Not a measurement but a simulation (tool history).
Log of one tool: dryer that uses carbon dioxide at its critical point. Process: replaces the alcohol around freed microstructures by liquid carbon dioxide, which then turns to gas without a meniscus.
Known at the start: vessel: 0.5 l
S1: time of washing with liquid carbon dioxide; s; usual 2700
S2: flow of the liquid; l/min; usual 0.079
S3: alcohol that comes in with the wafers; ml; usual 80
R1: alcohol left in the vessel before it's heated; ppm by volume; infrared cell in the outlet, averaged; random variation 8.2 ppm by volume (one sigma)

run,hour,S1,S2,S3,R1
1,0,2700,0.079,80,725
2,10.8,2220,0.079,80,1910
3,19.2,2220,0.079,80,1944
4,26.6,2700,0.079,51,506
5,37.5,2700,0.079,51,504
6,44.9,2700,0.079,79,799
7,54,2700,0.079,65,656
8,62.4,2160,0.079,80,2382
9,67.9,2700,0.079,80,820
10,78.3,1620,0.079,80,6773
11,90.2,1620,0.079,80,7051
12,99.6,2700,0.079,33,364
13,110.5,2700,0.079,96,1050
14,119.1,2460,0.0867,20,241
15,126.5,4200,0.0867,40,18
16,134.6,2640,0.079,80,1032
17,144.5,1740,0.0952,29,1115
18,154.1,3720,0.0933,29,31
19,166.4,3720,0.0651,49,285
20,173.8,3720,0.0651,49,291
21,186.3,2040,0.0494,80,13607
22,192.2,2040,0.0494,80,13712
23,202,2700,0.055,98,5543
24,213.1,2700,0.0916,50,316
25,218.6,2700,0.0916,50,310

Forecast each of these 5 alternatives for the next run:
A,229.4,1800,0.1159,99,?
B,229.4,2460,0.0609,22,?
C,229.4,2700,0.0667,101,?
D,229.4,1920,0.0916,83,?
E,229.4,2700,0.079,29,?

run,R1
A,1611
B,1255
C,2752
D,2751
E,399
Without the tool's hidden state the same runs would have given:
run,R1
A,676
B,656
C,1272
D,1312
E,161
